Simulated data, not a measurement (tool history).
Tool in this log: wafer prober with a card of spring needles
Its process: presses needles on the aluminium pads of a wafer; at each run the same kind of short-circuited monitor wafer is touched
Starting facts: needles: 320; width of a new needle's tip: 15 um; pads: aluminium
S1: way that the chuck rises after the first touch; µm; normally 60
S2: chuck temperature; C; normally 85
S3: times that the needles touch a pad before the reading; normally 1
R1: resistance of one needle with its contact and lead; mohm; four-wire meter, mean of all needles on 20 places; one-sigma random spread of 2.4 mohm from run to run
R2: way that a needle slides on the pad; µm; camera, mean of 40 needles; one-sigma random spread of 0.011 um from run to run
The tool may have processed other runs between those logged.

{"run": 1, "hour": 0.0, "S1": 60, "S2": 85, "S3": 1, "R1": 325, "R2": 9.52}
{"hour": 7.6, "done": "tips cleaned on abrasive film"}
{"hour": 26.4, "done": "tips cleaned on abrasive film"}
{"hour": 41.5, "done": "tips cleaned on abrasive film"}
{"hour": 59.2, "done": "tips cleaned on abrasive film"}
{"hour": 75.2, "done": "tips cleaned on abrasive film"}
{"run": 2, "hour": 75.2, "S1": 60, "S2": 85, "S3": 1, "R1": 275, "R2": 9.39}
{"hour": 93.0, "done": "tips cleaned on abrasive film"}
{"hour": 108.1, "done": "tips cleaned on abrasive film"}
{"hour": 126.9, "done": "tips cleaned on abrasive film"}
{"hour": 145.3, "done": "tips cleaned on abrasive film, once more"}
{"run": 3, "hour": 153.7, "S1": 60, "S2": 85, "S3": 1, "R1": 323, "R2": 9.35}
{"hour": 161.3, "done": "tips cleaned on abrasive film"}
{"hour": 165.4, "done": "height of the first contact set anew"}
{"hour": 176.7, "done": "tips cleaned on abrasive film"}
{"hour": 191.8, "done": "tips cleaned on abrasive film"}
{"hour": 206.9, "done": "tips cleaned on abrasive film"}
{"hour": 225.4, "done": "tips cleaned on abrasive film"}
{"run": 4, "hour": 231.4, "S1": 60, "S2": 85, "S3": 1, "R1": 304, "R2": 9.53}
{"hour": 242.8, "done": "tips cleaned on abrasive film"}
{"hour": 261.5, "done": "tips cleaned on abrasive film"}
{"hour": 276.6, "done": "tips cleaned on abrasive film"}
{"hour": 295.0, "done": "tips cleaned on abrasive film"}
{"run": 5, "hour": 307.7, "S1": 60, "S2": 85, "S3": 1, "R1": 330, "R2": 9.45}
{"hour": 311.5, "done": "tips cleaned on abrasive film"}
{"hour": 326.6, "done": "tips cleaned on abrasive film"}
{"hour": 345.3, "done": "tips cleaned on abrasive film"}
{"hour": 363.3, "done": "tips cleaned on abrasive film"}
{"run": 6, "hour": 363.3, "S1": 60, "S2": 85, "S3": 1, "R1": 274, "R2": 9.39}
{"hour": 382.1, "done": "tips cleaned on abrasive film"}
{"hour": 400.7, "done": "tips cleaned on abrasive film"}
{"hour": 401.0, "done": "height of the first contact set anew"}
{"hour": 419.8, "done": "tips cleaned on abrasive film"}
{"run": 7, "hour": 427.1, "S1": 60, "S2": 85, "S3": 1, "R1": 315, "R2": 9.58}
{"hour": 438.4, "done": "tips cleaned on abrasive film"}
{"hour": 456.7, "done": "tips cleaned on abrasive film"}
{"run": 8, "hour": 470.4, "S1": 60, "S2": 85, "S3": 1, "R1": 331, "R2": 9.54}
{"hour": 474.2, "done": "tips cleaned on abrasive film"}
{"hour": 493.0, "done": "tips cleaned on abrasive film"}
{"hour": 511.4, "done": "tips cleaned on abrasive film"}
{"run": 9, "hour": 511.5, "S1": 60, "S2": 85, "S3": 1, "R1": 273, "R2": 9.48}
{"hour": 526.7, "done": "tips cleaned on abrasive film"}
{"hour": 541.8, "done": "tips cleaned on abrasive film"}
{"run": 10, "hour": 550.5, "S1": 60, "S2": 85, "S3": 1, "R1": 318, "R2": 9.45}
{"hour": 558.1, "done": "tips cleaned on abrasive film"}
{"hour": 573.2, "done": "tips cleaned on abrasive film"}
{"run": 11, "hour": 584.4, "S1": 60, "S2": 85, "S3": 1, "R1": 328, "R2": 9.4}
{"hour": 592.0, "done": "tips cleaned on abrasive film"}
{"hour": 610.8, "done": "tips cleaned on abrasive film"}
{"hour": 625.9, "done": "tips cleaned on abrasive film"}
{"hour": 637.5, "done": "height of the first contact set anew"}
{"hour": 644.8, "done": "tips cleaned on abrasive film"}
{"run": 12, "hour": 653.2, "S1": 60, "S2": 85, "S3": 1, "R1": 317, "R2": 9.56}
{"hour": 660.8, "done": "tips cleaned on abrasive film"}
{"hour": 675.8, "done": "tips cleaned on abrasive film"}
{"hour": 694.1, "done": "tips cleaned on abrasive film"}
{"hour": 709.2, "done": "tips cleaned on abrasive film"}
{"run": 13, "hour": 712.8, "S1": 60, "S2": 85, "S3": 1, "R1": 299, "R2": 9.49}
{"hour": 727.4, "done": "tips cleaned on abrasive film"}
{"hour": 742.5, "done": "tips cleaned on abrasive film"}
{"hour": 761.3, "done": "tips cleaned on abrasive film"}
{"run": 14, "hour": 770.1, "S1": 42, "S2": 92, "S3": 1, "R1": 386, "R2": 6.58}
{"hour": 777.7, "done": "tips cleaned on abrasive film"}
{"hour": 796.5, "done": "tips cleaned on abrasive film"}
{"hour": 811.6, "done": "tips cleaned on abrasive film"}
{"hour": 826.7, "done": "tips cleaned on abrasive film"}
{"hour": 845.2, "done": "tips cleaned on abrasive film"}
{"run": 15, "hour": 848.9, "S1": 59, "S2": 63, "S3": 1, "R1": 307, "R2": 9.21}
{"hour": 864.0, "done": "tips cleaned on abrasive film"}
{"hour": 875.5, "done": "height of the first contact set anew"}
{"hour": 879.4, "done": "tips cleaned on abrasive film"}
{"hour": 898.2, "done": "tips cleaned on abrasive film"}
{"hour": 916.8, "done": "tips cleaned on abrasive film"}
{"run": 16, "hour": 927.2, "S1": 68, "S2": 85, "S3": 1, "R1": 322, "R2": 10.81}
{"hour": 934.8, "done": "tips cleaned on abrasive film"}
{"hour": 953.6, "done": "tips cleaned on abrasive film"}
{"hour": 972.5, "done": "tips cleaned on abrasive film"}
{"run": 17, "hour": 981.0, "S1": 47, "S2": 27, "S3": 3, "R1": 296, "R2": 7.42}
{"hour": 988.6, "done": "tips cleaned on abrasive film"}
{"hour": 1006.6, "done": "tips cleaned on abrasive film"}
{"hour": 1021.7, "done": "tips cleaned on abrasive film"}
{"hour": 1040.5, "done": "tips cleaned on abrasive film"}
{"hour": 1055.6, "done": "tips cleaned on abrasive film"}
{"run": 18, "hour": 1056.0, "S1": 47, "S2": 27, "S3": 3, "R1": 260, "R2": 7.31}
{"hour": 1074.3, "done": "tips cleaned on abrasive film"}
{"hour": 1091.0, "done": "tips cleaned on abrasive film"}
{"run": 19, "hour": 1091.0, "S1": 47, "S2": 27, "S3": 3, "R1": 261, "R2": 7.28}

Run 20 comes next. What will it give?
{"hour": 1109.8, "done": "tips cleaned on abrasive film"}
{"hour": 1110.1, "done": "height of the first contact set anew"}
{"hour": 1126.7, "done": "tips cleaned on abrasive film"}
{"run": 20, "hour": 1126.7, "S1": 69, "S2": 30, "S3": 1, "R1": "?", "R2": "?"}

Run 20 measured R1 256 mohm, R2 11.03 µm.
Without the tool's hidden state the same run would have given R1 249 mohm, R2 11.04 µm.
